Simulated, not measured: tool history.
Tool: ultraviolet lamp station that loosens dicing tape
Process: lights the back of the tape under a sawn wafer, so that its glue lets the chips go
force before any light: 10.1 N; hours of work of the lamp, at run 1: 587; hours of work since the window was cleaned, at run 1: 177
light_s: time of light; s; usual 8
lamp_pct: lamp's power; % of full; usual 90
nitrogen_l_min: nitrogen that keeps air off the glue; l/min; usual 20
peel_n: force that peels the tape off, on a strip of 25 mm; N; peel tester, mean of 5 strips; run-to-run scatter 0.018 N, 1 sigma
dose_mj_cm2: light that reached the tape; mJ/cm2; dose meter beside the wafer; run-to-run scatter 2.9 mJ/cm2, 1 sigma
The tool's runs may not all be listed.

run	hour	light_s	lamp_pct	nitrogen_l_min	hours of work of the lamp	hours of work since the window was cleaned	peel_n	dose_mj_cm2
1	0.0	8	90	20	587	177	1.741	269
2	74.0	8	90	20	618	208	1.856	261
3	160.2	8	90	20	654	244	2.082	251
# hour 166.9: window cleaned of glue's vapour
4	246.6	8	90	20	690	33	2.255	229
# hour 263.1: lamp changed
5	328.5	8	90	20	27	67	1.446	310
6	378.2	8	90	20	48	88	1.545	304
# hour 409.7: window cleaned of glue's vapour, once more
7	443.9	8	90	15	75	14	1.065	389
8	506.6	8	65	15	102	41	1.990	278
9	585.5	8	65	15	135	74	2.164	270
10	669.7	8	65	15	170	109	2.194	258
11	746.5	8	90	11	202	141	1.678	341
12	827.7	8	90	11	236	175	1.789	332
13	865.8	8	90	11	252	191	1.811	325
14	952.1	5	90	16	288	227	3.107	196
# hour 996.8: window cleaned of glue's vapour
15	1028.3	9	63	7	319	13	2.836	277
16	1092.9	8	63	7	346	40	3.394	239
17	1139.7	15	97	12	366	60	0.402	682
18	1222.9	15	69	12	401	95	0.885	461
19	1307.2	8	69	12	436	130	2.714	236
20	1379.1	4	64	7	466	160	6.151	107
21	1440.3	7	90	12	492	185	2.472	258
22	1515.0	13	66	16	523	217	1.373	332

Below are 3 alternative next runs, each starting from the tool's condition after run 22. Predict each:
A	1575.8	8	88	16	548	242	?	?
B	1575.8	11	100	36	548	242	?	?
C	1575.8	15	90	20	548	242	?	?

run	peel_n	dose_mj_cm2
A	2.065	266
B	0.613	412
C	0.536	507
With the hidden condition removed and each run's random variation left untouched, the same runs would have given:
run	peel_n	dose_mj_cm2
A	1.010	400
B	0.297	621
C	0.267	764
